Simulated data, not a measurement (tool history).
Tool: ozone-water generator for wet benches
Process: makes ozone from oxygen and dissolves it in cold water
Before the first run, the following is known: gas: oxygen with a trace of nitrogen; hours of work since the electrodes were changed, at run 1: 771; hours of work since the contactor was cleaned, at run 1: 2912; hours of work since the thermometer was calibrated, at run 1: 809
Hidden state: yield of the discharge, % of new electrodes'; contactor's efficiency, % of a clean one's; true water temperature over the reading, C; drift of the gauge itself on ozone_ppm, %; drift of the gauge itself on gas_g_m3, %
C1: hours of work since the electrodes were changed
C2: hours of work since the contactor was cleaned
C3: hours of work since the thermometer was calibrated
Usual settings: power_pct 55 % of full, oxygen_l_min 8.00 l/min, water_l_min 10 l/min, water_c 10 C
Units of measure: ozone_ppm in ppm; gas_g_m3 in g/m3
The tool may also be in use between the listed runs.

{"run": 1, "day": 0.0, "power_pct": 55, "oxygen_l_min": 8.0, "water_l_min": 10, "water_c": 10, "C1": 771, "C2": 2912, "C3": 809, "ozone_ppm": 29.4, "gas_g_m3": 174.4}
{"run": 2, "day": 0.854, "power_pct": 55, "oxygen_l_min": 8.0, "water_l_min": 10, "water_c": 10, "C1": 789, "C2": 2930, "C3": 827, "ozone_ppm": 29.3, "gas_g_m3": 176.3}
{"run": 3, "day": 1.692, "power_pct": 55, "oxygen_l_min": 8.0, "water_l_min": 10, "water_c": 7, "C1": 806, "C2": 2947, "C3": 844, "ozone_ppm": 31.1, "gas_g_m3": 174.8}
{"run": 4, "day": 2.608, "power_pct": 55, "oxygen_l_min": 8.0, "water_l_min": 10, "water_c": 7, "C1": 825, "C2": 2966, "C3": 863, "ozone_ppm": 31.3, "gas_g_m3": 175.1}
{"run": 5, "day": 3.188, "power_pct": 55, "oxygen_l_min": 8.0, "water_l_min": 10, "water_c": 7, "C1": 837, "C2": 2978, "C3": 875, "ozone_ppm": 31.4, "gas_g_m3": 174.6}
{"run": 6, "day": 4.488, "power_pct": 55, "oxygen_l_min": 8.0, "water_l_min": 6, "water_c": 10, "C1": 863, "C2": 3004, "C3": 901, "ozone_ppm": 39.6, "gas_g_m3": 175.4}
{"run": 7, "day": 5.812, "power_pct": 55, "oxygen_l_min": 8.0, "water_l_min": 6, "water_c": 10, "C1": 891, "C2": 3032, "C3": 929, "ozone_ppm": 39.9, "gas_g_m3": 174.7}
{"run": 8, "day": 6.608, "power_pct": 55, "oxygen_l_min": 8.0, "water_l_min": 9, "water_c": 10, "C1": 907, "C2": 3048, "C3": 945, "ozone_ppm": 31.5, "gas_g_m3": 175.3}
{"run": 9, "day": 7.325, "power_pct": 55, "oxygen_l_min": 8.0, "water_l_min": 9, "water_c": 10, "C1": 922, "C2": 3063, "C3": 960, "ozone_ppm": 31.5, "gas_g_m3": 173.4}
{"run": 10, "day": 8.542, "power_pct": 55, "oxygen_l_min": 8.0, "water_l_min": 9, "water_c": 10, "C1": 947, "C2": 3088, "C3": 985, "ozone_ppm": 31.2, "gas_g_m3": 176.7}
{"run": 11, "day": 9.296, "power_pct": 55, "oxygen_l_min": 8.0, "water_l_min": 9, "water_c": 10, "C1": 962, "C2": 3103, "C3": 1000, "ozone_ppm": 31.4, "gas_g_m3": 175.2}
{"run": 12, "day": 10.108, "power_pct": 55, "oxygen_l_min": 13.8, "water_l_min": 6, "water_c": 12, "C1": 979, "C2": 3120, "C3": 1017, "ozone_ppm": 29.9, "gas_g_m3": 127.2}
{"run": 13, "day": 10.912, "power_pct": 55, "oxygen_l_min": 13.8, "water_l_min": 6, "water_c": 12, "C1": 995, "C2": 3136, "C3": 1034, "ozone_ppm": 30.4, "gas_g_m3": 127.1}
{"run": 14, "day": 12.217, "power_pct": 55, "oxygen_l_min": 13.8, "water_l_min": 6, "water_c": 12, "C1": 1022, "C2": 3163, "C3": 1060, "ozone_ppm": 30.5, "gas_g_m3": 126.2}
{"run": 15, "day": 13.379, "power_pct": 55, "oxygen_l_min": 13.8, "water_l_min": 6, "water_c": 12, "C1": 1046, "C2": 3187, "C3": 1084, "ozone_ppm": 30.4, "gas_g_m3": 126.5}
{"run": 16, "day": 14.054, "power_pct": 55, "oxygen_l_min": 13.8, "water_l_min": 6, "water_c": 12, "C1": 1060, "C2": 3201, "C3": 1098, "ozone_ppm": 30.6, "gas_g_m3": 126.8}
{"run": 17, "day": 15.396, "power_pct": 55, "oxygen_l_min": 13.8, "water_l_min": 6, "water_c": 12, "C1": 1088, "C2": 3229, "C3": 1126, "ozone_ppm": 30.0, "gas_g_m3": 127.3}
{"run": 18, "day": 16.725, "power_pct": 55, "oxygen_l_min": 12.95, "water_l_min": 6, "water_c": 12, "C1": 1115, "C2": 3256, "C3": 1153, "ozone_ppm": 31.0, "gas_g_m3": 132.5}
{"run": 19, "day": 18.008, "power_pct": 55, "oxygen_l_min": 12.95, "water_l_min": 6, "water_c": 12, "C1": 1141, "C2": 3282, "C3": 1180, "ozone_ppm": 31.6, "gas_g_m3": 130.3}
{"run": 20, "day": 18.921, "power_pct": 71, "oxygen_l_min": 4.64, "water_l_min": 16, "water_c": 12, "C1": 1160, "C2": 3301, "C3": 1198, "ozone_ppm": 24.5, "gas_g_m3": 290.5}
{"run": 21, "day": 20.121, "power_pct": 97, "oxygen_l_min": 10.52, "water_l_min": 7, "water_c": 12, "C1": 1185, "C2": 3326, "C3": 1223, "ozone_ppm": 48.0, "gas_g_m3": 230.3}

What if the next run were any one of these 4? Each begins from the tool's condition after run 21:
{"run": "A", "day": 21.017, "power_pct": 97, "oxygen_l_min": 4.94, "water_l_min": 7, "water_c": 12, "C1": 1203, "C2": 3344, "C3": 1241, "ozone_ppm": "?", "gas_g_m3": "?"}
{"run": "B", "day": 21.017, "power_pct": 44, "oxygen_l_min": 8.0, "water_l_min": 7, "water_c": 10, "C1": 1203, "C2": 3344, "C3": 1241, "ozone_ppm": "?", "gas_g_m3": "?"}
{"run": "C", "day": 21.017, "power_pct": 55, "oxygen_l_min": 8.0, "water_l_min": 12, "water_c": 10, "C1": 1203, "C2": 3344, "C3": 1241, "ozone_ppm": "?", "gas_g_m3": "?"}
{"run": "D", "day": 21.017, "power_pct": 97, "oxygen_l_min": 10.52, "water_l_min": 10, "water_c": 12, "C1": 1203, "C2": 3344, "C3": 1241, "ozone_ppm": "?", "gas_g_m3": "?"}

run=A ozone_ppm=61.6 gas_g_m3=353.3
run=B ozone_ppm=31.1 gas_g_m3=147.7
run=C ozone_ppm=25.4 gas_g_m3=173.2
run=D ozone_ppm=39.7 gas_g_m3=226.4
What these runs would have given with no unlogged condition in the tool:
run=A ozone_ppm=66.8 gas_g_m3=364.4
run=B ozone_ppm=33.2 gas_g_m3=150.0
run=C ozone_ppm=27.5 gas_g_m3=176.8
run=D ozone_ppm=43.3 gas_g_m3=233.5
